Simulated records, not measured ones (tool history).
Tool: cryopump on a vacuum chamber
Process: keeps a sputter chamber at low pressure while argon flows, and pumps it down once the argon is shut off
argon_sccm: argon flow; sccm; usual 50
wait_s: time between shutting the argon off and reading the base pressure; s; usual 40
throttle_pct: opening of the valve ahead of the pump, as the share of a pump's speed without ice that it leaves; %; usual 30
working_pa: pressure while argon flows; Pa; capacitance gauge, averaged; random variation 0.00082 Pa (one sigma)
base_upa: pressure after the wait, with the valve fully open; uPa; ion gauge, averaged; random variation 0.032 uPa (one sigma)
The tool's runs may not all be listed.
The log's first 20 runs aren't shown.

run   hour  argon_sccm  wait_s  throttle_pct  working_pa  base_upa
 21  266.3          69      88            48      0.1485       2.4
 22  284.1          45     153            37      0.1249      2.07
 23  294.7          97      58            31      0.3199       2.7
 24  308.3          97      58            31      0.3171       2.7
 25  321.3          50      57            29      0.1754      2.72
 26    341          50      40            22      0.2301      3.24
 27  352.4          40      40            30      0.1352      3.24
 28  362.5          26      40            31       0.085      3.18
 29  377.2          20      43            31      0.0663      3.14
 30  395.3          50      40            28      0.1799       3.3
 31  415.3          32      29            45      0.0743      3.91
 32  428.8          49      40            17      0.2901      3.25
 33  438.5          41      22            32      0.1303      4.66
 34  456.9          41      22            32      0.1323      4.57

3 ways to go on from here, each from the tool as it stands after run 34. What would each give?
  A  466.9          52      98            16           ?         ?
  B  466.9          68      22            25           ?         ?
  C  466.9          50      21            30           ?         ?

run  working_pa  base_upa
  A      0.3278      2.44
  B      0.2769      4.48
  C      0.1711      4.47
Without the tool's hidden state the same runs would have given:
run  working_pa  base_upa
  A      0.3211      0.82
  B      0.2682      2.91
  C      0.1647      2.95

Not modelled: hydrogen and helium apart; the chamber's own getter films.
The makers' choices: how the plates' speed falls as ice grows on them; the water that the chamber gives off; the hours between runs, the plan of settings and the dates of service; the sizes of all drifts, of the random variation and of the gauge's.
